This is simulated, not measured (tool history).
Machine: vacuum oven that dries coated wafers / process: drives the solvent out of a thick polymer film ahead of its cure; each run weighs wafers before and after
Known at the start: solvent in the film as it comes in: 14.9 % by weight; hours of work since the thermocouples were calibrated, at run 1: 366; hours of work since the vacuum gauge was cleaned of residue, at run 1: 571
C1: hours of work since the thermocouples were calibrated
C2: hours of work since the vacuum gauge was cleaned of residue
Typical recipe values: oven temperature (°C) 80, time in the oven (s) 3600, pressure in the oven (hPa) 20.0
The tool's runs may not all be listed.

run 1 hour=0.0 | oven_temperature_(°C)=80 time_in_the_oven_(s)=3600 pressure_in_the_oven_(hPa)=20.0 | C1=366 C2=571 | solvent_left_in_the_film_(%)=1.94
run 2 hour=34.1 | oven_temperature_(°C)=80 time_in_the_oven_(s)=3600 pressure_in_the_oven_(hPa)=20.0 | C1=380 C2=585 | solvent_left_in_the_film_(%)=1.94
run 3 hour=57.8 | oven_temperature_(°C)=71 time_in_the_oven_(s)=3600 pressure_in_the_oven_(hPa)=20.0 | C1=390 C2=594 | solvent_left_in_the_film_(%)=3.94
run 4 hour=86.1 | oven_temperature_(°C)=71 time_in_the_oven_(s)=3600 pressure_in_the_oven_(hPa)=61.1 | C1=401 C2=605 | solvent_left_in_the_film_(%)=7.71
run 5 hour=103.1 | oven_temperature_(°C)=80 time_in_the_oven_(s)=3600 pressure_in_the_oven_(hPa)=20.0 | C1=408 C2=612 | solvent_left_in_the_film_(%)=1.93
run 6 hour=130.5 | oven_temperature_(°C)=80 time_in_the_oven_(s)=3600 pressure_in_the_oven_(hPa)=20.0 | C1=419 C2=623 | solvent_left_in_the_film_(%)=1.92
run 7 hour=167.1 | oven_temperature_(°C)=80 time_in_the_oven_(s)=3600 pressure_in_the_oven_(hPa)=20.0 | C1=433 C2=638 | solvent_left_in_the_film_(%)=1.93
run 8 hour=186.4 | oven_temperature_(°C)=80 time_in_the_oven_(s)=3600 pressure_in_the_oven_(hPa)=20.0 | C1=441 C2=646 | solvent_left_in_the_film_(%)=1.94
run 9 hour=220.2 | oven_temperature_(°C)=86 time_in_the_oven_(s)=3600 pressure_in_the_oven_(hPa)=20.0 | C1=455 C2=659 | solvent_left_in_the_film_(%)=1.28
run 10 hour=253.9 | oven_temperature_(°C)=86 time_in_the_oven_(s)=3600 pressure_in_the_oven_(hPa)=20.0 | C1=468 C2=673 | solvent_left_in_the_film_(%)=1.26
run 11 hour=294.3 | oven_temperature_(°C)=86 time_in_the_oven_(s)=3600 pressure_in_the_oven_(hPa)=20.0 | C1=485 C2=689 | solvent_left_in_the_film_(%)=1.28
run 12 hour=324.8 | oven_temperature_(°C)=86 time_in_the_oven_(s)=3600 pressure_in_the_oven_(hPa)=20.0 | C1=497 C2=701 | solvent_left_in_the_film_(%)=1.27
run 13 hour=353.5 | oven_temperature_(°C)=80 time_in_the_oven_(s)=3600 pressure_in_the_oven_(hPa)=14.7 | C1=508 C2=713 | solvent_left_in_the_film_(%)=1.56
run 14 hour=387.5 | oven_temperature_(°C)=80 time_in_the_oven_(s)=3600 pressure_in_the_oven_(hPa)=20.0 | C1=522 C2=726 | solvent_left_in_the_film_(%)=1.96
run 15 hour=412.6 | oven_temperature_(°C)=80 time_in_the_oven_(s)=2640 pressure_in_the_oven_(hPa)=20.0 | C1=532 C2=736 | solvent_left_in_the_film_(%)=2.56
run 16 hour=443.4 | oven_temperature_(°C)=80 time_in_the_oven_(s)=2640 pressure_in_the_oven_(hPa)=20.0 | C1=544 C2=749 | solvent_left_in_the_film_(%)=2.54
run 17 hour=476.6 | oven_temperature_(°C)=80 time_in_the_oven_(s)=2640 pressure_in_the_oven_(hPa)=20.0 | C1=558 C2=762 | solvent_left_in_the_film_(%)=2.59
run 18 hour=497.0 | oven_temperature_(°C)=80 time_in_the_oven_(s)=2640 pressure_in_the_oven_(hPa)=20.0 | C1=566 C2=770 | solvent_left_in_the_film_(%)=2.56
run 19 hour=532.3 | oven_temperature_(°C)=80 time_in_the_oven_(s)=2640 pressure_in_the_oven_(hPa)=20.0 | C1=580 C2=784 | solvent_left_in_the_film_(%)=2.53
run 20 hour=559.4 | oven_temperature_(°C)=80 time_in_the_oven_(s)=2400 pressure_in_the_oven_(hPa)=20.0 | C1=591 C2=795 | solvent_left_in_the_film_(%)=2.80
run 21 hour=578.7 | oven_temperature_(°C)=80 time_in_the_oven_(s)=3600 pressure_in_the_oven_(hPa)=20.0 | C1=599 C2=803 | solvent_left_in_the_film_(%)=1.96
run 22 hour=603.3 | oven_temperature_(°C)=80 time_in_the_oven_(s)=3600 pressure_in_the_oven_(hPa)=20.0 | C1=609 C2=813 | solvent_left_in_the_film_(%)=1.91
run 23 hour=628.1 | oven_temperature_(°C)=87 time_in_the_oven_(s)=3600 pressure_in_the_oven_(hPa)=15.5 | C1=619 C2=823 | solvent_left_in_the_film_(%)=0.96
run 24 hour=660.7 | oven_temperature_(°C)=87 time_in_the_oven_(s)=3600 pressure_in_the_oven_(hPa)=15.5 | C1=632 C2=836 | solvent_left_in_the_film_(%)=0.97
run 25 hour=696.7 | oven_temperature_(°C)=77 time_in_the_oven_(s)=3600 pressure_in_the_oven_(hPa)=20.3 | C1=646 C2=851 | solvent_left_in_the_film_(%)=2.50
run 26 hour=733.3 | oven_temperature_(°C)=77 time_in_the_oven_(s)=3600 pressure_in_the_oven_(hPa)=20.3 | C1=661 C2=865 | solvent_left_in_the_film_(%)=2.49
run 27 hour=761.8 | oven_temperature_(°C)=74 time_in_the_oven_(s)=3960 pressure_in_the_oven_(hPa)=20.3 | C1=672 C2=877 | solvent_left_in_the_film_(%)=2.94
run 28 hour=785.3 | oven_temperature_(°C)=80 time_in_the_oven_(s)=3600 pressure_in_the_oven_(hPa)=51.4 | C1=682 C2=886 | solvent_left_in_the_film_(%)=4.18
run 29 hour=812.3 | oven_temperature_(°C)=80 time_in_the_oven_(s)=2520 pressure_in_the_oven_(hPa)=78.3 | C1=692 C2=897 | solvent_left_in_the_film_(%)=6.59
run 30 hour=841.0 | oven_temperature_(°C)=80 time_in_the_oven_(s)=2520 pressure_in_the_oven_(hPa)=78.3 | C1=704 C2=908 | solvent_left_in_the_film_(%)=6.60
run 31 hour=879.7 | oven_temperature_(°C)=77 time_in_the_oven_(s)=1860 pressure_in_the_oven_(hPa)=31.0 | C1=719 C2=924 | solvent_left_in_the_film_(%)=5.21
run 32 hour=897.2 | oven_temperature_(°C)=77 time_in_the_oven_(s)=1860 pressure_in_the_oven_(hPa)=31.0 | C1=727 C2=931 | solvent_left_in_the_film_(%)=5.21
run 33 hour=925.6 | oven_temperature_(°C)=71 time_in_the_oven_(s)=2700 pressure_in_the_oven_(hPa)=11.2 | C1=738 C2=942 | solvent_left_in_the_film_(%)=4.20
run 34 hour=962.6 | oven_temperature_(°C)=80 time_in_the_oven_(s)=3240 pressure_in_the_oven_(hPa)=20.0 | C1=753 C2=957 | solvent_left_in_the_film_(%)=2.12
run 35 hour=987.9 | oven_temperature_(°C)=80 time_in_the_oven_(s)=3240 pressure_in_the_oven_(hPa)=20.0 | C1=763 C2=967 | solvent_left_in_the_film_(%)=2.10
-- hour=1000.8 oven's thermocouples calibrated
run 36 hour=1011.1 | oven_temperature_(°C)=93 time_in_the_oven_(s)=3720 pressure_in_the_oven_(hPa)=20.0 | C1=4 C2=976 | solvent_left_in_the_film_(%)=0.89
run 37 hour=1032.0 | oven_temperature_(°C)=93 time_in_the_oven_(s)=3720 pressure_in_the_oven_(hPa)=20.0 | C1=13 C2=984 | solvent_left_in_the_film_(%)=0.90
run 38 hour=1064.4 | oven_temperature_(°C)=93 time_in_the_oven_(s)=3720 pressure_in_the_oven_(hPa)=18.4 | C1=26 C2=997 | solvent_left_in_the_film_(%)=0.84
run 39 hour=1089.0 | oven_temperature_(°C)=93 time_in_the_oven_(s)=3720 pressure_in_the_oven_(hPa)=18.4 | C1=35 C2=1007 | solvent_left_in_the_film_(%)=0.83
run 40 hour=1120.1 | oven_temperature_(°C)=93 time_in_the_oven_(s)=3720 pressure_in_the_oven_(hPa)=18.4 | C1=48 C2=1020 | solvent_left_in_the_film_(%)=0.86
run 41 hour=1154.3 | oven_temperature_(°C)=93 time_in_the_oven_(s)=3720 pressure_in_the_oven_(hPa)=18.4 | C1=62 C2=1033 | solvent_left_in_the_film_(%)=0.82
run 42 hour=1191.3 | oven_temperature_(°C)=66 time_in_the_oven_(s)=2760 pressure_in_the_oven_(hPa)=37.5 | C1=76 C2=1048 | solvent_left_in_the_film_(%)=8.08
run 43 hour=1208.6 | oven_temperature_(°C)=70 time_in_the_oven_(s)=5040 pressure_in_the_oven_(hPa)=33.0 | C1=83 C2=1055 | solvent_left_in_the_film_(%)=4.63

Branching from run 43: 5 alternative next runs. What would each branch give?
run A hour=1232.1 | oven_temperature_(°C)=90 time_in_the_oven_(s)=2220 pressure_in_the_oven_(hPa)=20.0 | C1=93 C2=1065 | solvent_left_in_the_film_(%)=?
run B hour=1232.1 | oven_temperature_(°C)=81 time_in_the_oven_(s)=3600 pressure_in_the_oven_(hPa)=20.0 | C1=93 C2=1065 | solvent_left_in_the_film_(%)=?
run C hour=1232.1 | oven_temperature_(°C)=80 time_in_the_oven_(s)=3600 pressure_in_the_oven_(hPa)=55.8 | C1=93 C2=1065 | solvent_left_in_the_film_(%)=?
run D hour=1232.1 | oven_temperature_(°C)=80 time_in_the_oven_(s)=4800 pressure_in_the_oven_(hPa)=20.0 | C1=93 C2=1065 | solvent_left_in_the_film_(%)=?
run E hour=1232.1 | oven_temperature_(°C)=91 time_in_the_oven_(s)=1980 pressure_in_the_oven_(hPa)=20.0 | C1=93 C2=1065 | solvent_left_in_the_film_(%)=?

run=A solvent_left_in_the_film_(%)=1.32
run=B solvent_left_in_the_film_(%)=1.80
run=C solvent_left_in_the_film_(%)=4.49
run=D solvent_left_in_the_film_(%)=1.64
run=E solvent_left_in_the_film_(%)=1.33
Had the tool no hidden state, the same runs would have come out as:
run=A solvent_left_in_the_film_(%)=1.32
run=B solvent_left_in_the_film_(%)=1.80
run=C solvent_left_in_the_film_(%)=4.49
run=D solvent_left_in_the_film_(%)=1.64
run=E solvent_left_in_the_film_(%)=1.33
